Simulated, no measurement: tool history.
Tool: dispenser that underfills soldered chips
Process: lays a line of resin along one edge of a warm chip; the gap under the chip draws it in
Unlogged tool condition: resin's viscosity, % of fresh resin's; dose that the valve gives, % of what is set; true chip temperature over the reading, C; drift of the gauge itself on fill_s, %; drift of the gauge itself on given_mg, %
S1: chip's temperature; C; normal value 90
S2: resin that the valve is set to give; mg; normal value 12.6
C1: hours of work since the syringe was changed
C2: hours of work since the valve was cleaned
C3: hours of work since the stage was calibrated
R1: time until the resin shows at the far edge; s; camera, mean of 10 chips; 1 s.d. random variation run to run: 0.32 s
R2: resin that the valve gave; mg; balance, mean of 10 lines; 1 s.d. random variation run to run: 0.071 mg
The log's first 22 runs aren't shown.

-- hour=223.5 new syringe of resin
run 23 hour=231.9 | S1=104 S2=11.0 | C1=7 C2=84 C3=644 | R1=7.7 R2=10.05
-- hour=236.6 new syringe of resin
-- hour=240.6 dispensing valve cleaned and set on the balance
run 24 hour=243.7 | S1=76 S2=16.3 | C1=5 C2=3 C3=653 | R1=26.6 R2=16.39
-- hour=250.2 new syringe of resin
run 25 hour=250.2 | S1=76 S2=16.3 | C1=0 C2=7 C3=658 | R1=22.3 R2=16.32
-- hour=263.0 new syringe of resin
run 26 hour=263.0 | S1=104 S2=15.9 | C1=0 C2=17 C3=668 | R1=6.1 R2=15.53
run 27 hour=269.0 | S1=104 S2=15.9 | C1=5 C2=22 C3=672 | R1=7.1 R2=15.70
-- hour=275.7 new syringe of resin
run 28 hour=278.2 | S1=86 S2=14.5 | C1=2 C2=29 C3=679 | R1=13.9 R2=14.09
-- hour=288.5 new syringe of resin
run 29 hour=290.4 | S1=98 S2=12.6 | C1=2 C2=39 C3=689 | R1=9.0 R2=12.27
-- hour=301.6 new syringe of resin
run 30 hour=304.1 | S1=78 S2=13.0 | C1=2 C2=49 C3=699 | R1=21.5 R2=12.39
-- hour=314.5 new syringe of resin
run 31 hour=315.0 | S1=105 S2=11.4 | C1=0 C2=58 C3=708 | R1=5.8 R2=10.91
-- hour=326.8 new syringe of resin
run 32 hour=327.4 | S1=77 S2=13.5 | C1=0 C2=67 C3=717 | R1=21.5 R2=12.76
run 33 hour=336.4 | S1=85 S2=15.8 | C1=8 C2=74 C3=725 | R1=19.2 R2=14.81
-- hour=339.5 new syringe of resin
run 34 hour=345.7 | S1=88 S2=15.9 | C1=5 C2=81 C3=732 | R1=15.4 R2=14.75
-- hour=352.3 new syringe of resin
run 35 hour=352.8 | S1=91 S2=14.3 | C1=0 C2=87 C3=737 | R1=10.7 R2=13.11

3 ways to go on from here, each from the tool as it stands after run 35. What would each give?
-- hour=357.4 dispensing valve cleaned and set on the balance
-- hour=366.0 new syringe of resin
run A hour=367.7 | S1=91 S2=13.9 | C1=1 C2=8 C3=748 | R1=? R2=?
-- hour=357.4 dispensing valve cleaned and set on the balance
-- hour=366.0 new syringe of resin
run B hour=367.7 | S1=76 S2=12.4 | C1=1 C2=8 C3=748 | R1=? R2=?
-- hour=357.4 dispensing valve cleaned and set on the balance
-- hour=366.0 new syringe of resin
run C hour=367.7 | S1=85 S2=11.2 | C1=1 C2=8 C3=748 | R1=? R2=?

run=A R1=11.4 R2=13.73
run=B R1=23.6 R2=12.45
run=C R1=14.8 R2=11.07
With the hidden condition removed and each run's random variation left untouched, the same runs would have given:
run=A R1=9.8 R2=13.82
run=B R1=20.1 R2=12.53
run=C R1=12.6 R2=11.15

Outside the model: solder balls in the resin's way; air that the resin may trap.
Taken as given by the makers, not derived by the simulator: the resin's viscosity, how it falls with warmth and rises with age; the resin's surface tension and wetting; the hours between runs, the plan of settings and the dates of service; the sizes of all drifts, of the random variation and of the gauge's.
